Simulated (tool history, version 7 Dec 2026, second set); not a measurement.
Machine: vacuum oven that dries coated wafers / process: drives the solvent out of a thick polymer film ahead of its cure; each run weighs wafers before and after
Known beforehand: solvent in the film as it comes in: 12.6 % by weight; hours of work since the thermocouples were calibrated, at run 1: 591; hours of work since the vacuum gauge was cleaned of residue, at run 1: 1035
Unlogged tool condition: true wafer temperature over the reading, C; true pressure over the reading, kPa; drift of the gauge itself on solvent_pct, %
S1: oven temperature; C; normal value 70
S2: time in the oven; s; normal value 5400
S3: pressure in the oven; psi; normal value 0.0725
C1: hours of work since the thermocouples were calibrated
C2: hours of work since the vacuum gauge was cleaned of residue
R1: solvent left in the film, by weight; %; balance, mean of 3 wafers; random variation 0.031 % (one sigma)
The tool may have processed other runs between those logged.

run	day	S1	S2	S3	C1	C2	R1
1	0.000	70	5400	0.0725	591	1035	1.75
2	1.642	70	5400	0.0645	619	1063	1.69
3	2.367	82	5400	0.0725	631	1075	0.50
4	3.192	82	5400	0.0725	645	1089	0.49
5	4.583	70	5400	0.0725	668	1113	1.76
6	5.642	70	5400	0.0725	686	1131	1.79
7	7.104	70	5400	0.0725	711	1155	1.82
8	8.700	70	5400	0.0725	738	1182	1.84
# day 9.758: oven's thermocouples calibrated
9	10.133	70	3780	0.0725	6	1205	2.96
10	11.254	70	3780	0.0725	25	1224	2.99
11	12.646	70	3780	0.0725	49	1248	2.95
12	14.217	70	3780	0.0725	75	1274	2.95
13	15.871	84	5400	0.0725	103	1302	0.46
14	17.092	84	2820	0.0725	124	1323	1.03
# day 17.908: oven's thermocouples calibrated, once more
15	18.438	61	2820	0.0725	9	1344	6.01
16	19.450	61	2820	0.0725	26	1361	6.02
17	21.175	78	2820	0.0725	55	1390	1.78
18	22.754	78	2820	0.0725	82	1417	1.79
19	24.379	79	4740	0.0743	109	1444	0.77
20	26.154	58	7860	0.0743	139	1474	3.54
21	27.425	58	7860	0.0743	161	1496	3.58
22	28.329	76	2760	0.1408	176	1511	2.48
23	29.492	76	2760	0.1408	196	1531	2.47
24	30.350	76	8580	0.0419	210	1545	0.49
25	32.104	70	5400	0.1197	240	1575	1.95

Alternative continuations, all from the tool just after run 25; predict every row:
A	33.004	74	3300	0.0466	255	1590	?
B	33.004	80	4860	0.0393	255	1590	?
C	33.004	70	5400	0.1733	255	1590	?
D	33.004	77	4140	0.1421	255	1590	?
E	33.004	73	3600	0.0508	255	1590	?

run	R1
A	2.09
B	0.60
C	2.24
D	1.38
E	2.08
What these runs would have given with no unlogged condition in the tool:
run	R1
A	1.71
B	0.32
C	1.80
D	1.05
E	1.69

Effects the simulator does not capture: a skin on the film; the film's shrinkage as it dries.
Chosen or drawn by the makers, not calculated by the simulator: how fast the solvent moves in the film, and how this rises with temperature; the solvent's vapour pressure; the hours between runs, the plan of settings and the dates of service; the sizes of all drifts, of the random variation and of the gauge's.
